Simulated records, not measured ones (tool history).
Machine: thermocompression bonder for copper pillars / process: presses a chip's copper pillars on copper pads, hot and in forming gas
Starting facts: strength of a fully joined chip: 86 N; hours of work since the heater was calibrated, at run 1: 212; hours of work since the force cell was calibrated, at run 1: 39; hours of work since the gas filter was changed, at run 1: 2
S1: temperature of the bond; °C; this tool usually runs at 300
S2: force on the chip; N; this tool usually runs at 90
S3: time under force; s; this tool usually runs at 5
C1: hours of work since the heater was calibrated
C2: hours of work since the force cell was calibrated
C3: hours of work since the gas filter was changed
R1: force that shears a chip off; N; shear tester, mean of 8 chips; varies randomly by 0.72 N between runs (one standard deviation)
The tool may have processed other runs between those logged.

run	hour	S1	S2	S3	C1	C2	C3	R1
1	0	300	90	5	212	39	2	50.9
2	11.1	300	90	5	217	44	6	51.5
3	25.3	300	105	5	222	50	12	55.6
4	36.1	300	105	5	227	54	16	55
5	53.4	282	90	5	234	61	23	42.4
6	64.1	295	90	5	238	65	27	47.3
7	79.5	300	90	3	244	71	34	41.9
8	88.8	300	90	3	248	75	37	42.9
9	104	300	90	5	254	81	44	49.7
10	116.1	300	90	5	259	86	48	50.5
11	131.8	300	90	5	265	93	55	49.4
12	144.2	300	90	5	270	98	60	49.5
13	153.6	300	90	5	274	101	64	51.1
14	164.4	300	90	5	279	106	68	50.8
# hour 167.4: force cell calibrated
15	181.9	300	90	5	285	6	74	49.4
16	197.1	300	90	5	291	12	81	50.9
# hour 209: force cell calibrated, once more
17	214	300	90	12	297	2	87	64
18	226	324	90	12	302	7	92	71.3
19	238.4	305	90	12	307	12	97	64.7
20	247.1	300	90	5	311	15	100	49.8
21	262.9	281	88	3	317	22	106	34.1
22	276.8	281	116	13	323	27	112	63.8
23	286.7	281	134	13	327	31	116	68.9
24	298.2	298	90	10	331	36	121	59.1
25	313.8	298	90	10	338	42	127	59.6
26	329.8	298	90	10	344	49	133	59.5
27	345.4	282	59	10	350	55	140	40.6
28	362.6	300	74	8	357	62	147	50.8
29	369.8	300	129	9	360	65	150	70.2
30	387.3	300	129	9	367	72	157	68.8
31	401.8	311	93	6	373	78	162	56.8
32	410.7	311	93	6	377	81	166	57.9
33	419	311	93	6	380	85	169	56.9
34	427.6	311	93	6	383	88	173	58.7
35	441.3	295	128	4	389	94	178	54.4
36	454.3	312	130	7	394	99	184	69.8
37	464.6	296	67	5	398	103	188	39
38	474.8	291	113	8	403	107	192	59.2
39	482.3	291	111	8	406	110	195	57.7

Consider 5 possible next runs. They are alternatives, not a sequence: every one starts from the tool as it was left by run 39. What does each give?
A	492	291	61	8	409	114	199	?
B	492	302	108	13	409	114	199	?
C	492	300	98	7	409	114	199	?
D	492	291	125	8	409	114	199	?
E	492	309	90	5	409	114	199	?

run	R1
A	41.6
B	68.1
C	55.4
D	62.3
E	53.2
The same runs, with their run-to-run variation unchanged, on a tool lacking any hidden condition would have given:
run	R1
A	43.9
B	71
C	58.1
D	65.2
E	55.9

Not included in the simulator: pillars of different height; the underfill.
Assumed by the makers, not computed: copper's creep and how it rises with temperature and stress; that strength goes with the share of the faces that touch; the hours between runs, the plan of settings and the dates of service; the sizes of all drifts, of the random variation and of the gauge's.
